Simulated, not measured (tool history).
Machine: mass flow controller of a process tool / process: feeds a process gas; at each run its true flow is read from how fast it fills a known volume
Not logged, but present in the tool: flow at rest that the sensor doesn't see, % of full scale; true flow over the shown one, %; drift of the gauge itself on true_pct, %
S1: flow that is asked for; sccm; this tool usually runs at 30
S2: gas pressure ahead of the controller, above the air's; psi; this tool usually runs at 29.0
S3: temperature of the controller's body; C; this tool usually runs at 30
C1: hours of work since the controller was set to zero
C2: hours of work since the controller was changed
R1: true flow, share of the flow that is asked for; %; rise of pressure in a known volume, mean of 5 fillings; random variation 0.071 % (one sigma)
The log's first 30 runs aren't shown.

run 31 hour=8381.9 | S1=13 S2=25.1 S3=20 | C1=5135 C2=5135 | R1=98.32
run 32 hour=8603.8 | S1=50 S2=25.1 S3=20 | C1=5236 C2=5236 | R1=99.34
run 33 hour=8945.9 | S1=7 S2=29.0 S3=28 | C1=5392 C2=5392 | R1=98.51
run 34 hour=9198.5 | S1=30 S2=30.6 S3=30 | C1=5506 C2=5506 | R1=99.26
run 35 hour=9535.3 | S1=30 S2=30.6 S3=30 | C1=5659 C2=5659 | R1=99.23
run 36 hour=9787.8 | S1=30 S2=30.6 S3=30 | C1=5774 C2=5774 | R1=99.19
run 37 hour=10048.8 | S1=30 S2=30.3 S3=24 | C1=5893 C2=5893 | R1=98.63
-- hour=10250.2 gauge calibrated
run 38 hour=10250.3 | S1=39 S2=21.8 S3=32 | C1=5984 C2=5984 | R1=100.26
run 39 hour=10655.2 | S1=8 S2=20.7 S3=30 | C1=6168 C2=6168 | R1=99.27
run 40 hour=11057.2 | S1=8 S2=20.7 S3=30 | C1=6351 C2=6351 | R1=99.18
run 41 hour=11314.7 | S1=15 S2=21.9 S3=32 | C1=6468 C2=6468 | R1=99.44
run 42 hour=11601.4 | S1=27 S2=22.2 S3=26 | C1=6598 C2=6598 | R1=99.42
run 43 hour=11893.8 | S1=30 S2=29.0 S3=23 | C1=6731 C2=6731 | R1=99.04

What if the next run were any one of these 3? Each begins from the tool's condition after run 43:
-- hour=11940.5 controller's zero set anew
run A hour=12196.1 | S1=26 S2=34.1 S3=23 | C1=116 C2=6868 | R1=?
-- hour=11940.5 controller's zero set anew
run B hour=12196.1 | S1=15 S2=26.1 S3=21 | C1=116 C2=6868 | R1=?
-- hour=11940.5 controller's zero set anew
run C hour=12196.1 | S1=46 S2=29.0 S3=30 | C1=116 C2=6868 | R1=?

run=A R1=98.81
run=B R1=98.54
run=C R1=99.89
Had the tool no hidden state, the same runs would have come out as:
run=A R1=99.09
run=B R1=98.82
run=C R1=100.18

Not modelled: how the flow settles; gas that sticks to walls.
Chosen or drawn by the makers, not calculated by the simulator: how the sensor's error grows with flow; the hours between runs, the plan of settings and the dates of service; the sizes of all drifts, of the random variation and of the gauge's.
